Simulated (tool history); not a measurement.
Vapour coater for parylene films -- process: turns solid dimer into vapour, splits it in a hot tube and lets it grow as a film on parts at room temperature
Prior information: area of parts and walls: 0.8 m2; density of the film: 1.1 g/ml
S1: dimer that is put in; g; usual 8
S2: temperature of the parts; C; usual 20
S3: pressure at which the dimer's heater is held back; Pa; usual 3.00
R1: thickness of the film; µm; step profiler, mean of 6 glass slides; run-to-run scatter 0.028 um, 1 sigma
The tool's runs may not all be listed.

run	hour	S1	S2	S3	R1
1	0.0	8	20	3.00	4.86
2	27.0	11	20	3.00	6.54
3	59.2	10	20	3.00	5.93
4	74.9	8	20	3.00	4.80
5	104.5	8	20	3.00	4.74
# hour 111.0: trap's valve overhauled
6	133.3	8	20	3.00	4.75
7	164.8	8	20	2.60	4.86
8	196.6	8	20	2.60	4.86
9	211.1	8	20	2.60	4.88
10	230.0	8	21	2.42	4.73
# hour 238.8: trap's valve overhauled, once more
11	260.9	8	21	2.42	4.89
12	282.9	8	21	2.42	4.77
13	303.8	12	20	8.23	5.76
14	318.6	8	17	4.58	4.86
15	335.7	8	17	4.58	4.85
16	361.9	8	17	4.58	4.86
17	384.4	8	23	6.64	3.62
18	405.4	3	13	4.96	2.03

Predict each of these 4 candidate next runs independently; none follows another, all start after run 18:
A	429.2	3	13	4.61	?
B	429.2	4	16	8.60	?
C	429.2	9	22	6.00	?
D	429.2	5	15	2.73	?

run	R1
A	2.09
B	2.16
C	4.19
D	3.64
Had the tool no hidden state, the same runs would have come out as:
run	R1
A	2.15
B	2.22
C	4.30
D	3.73
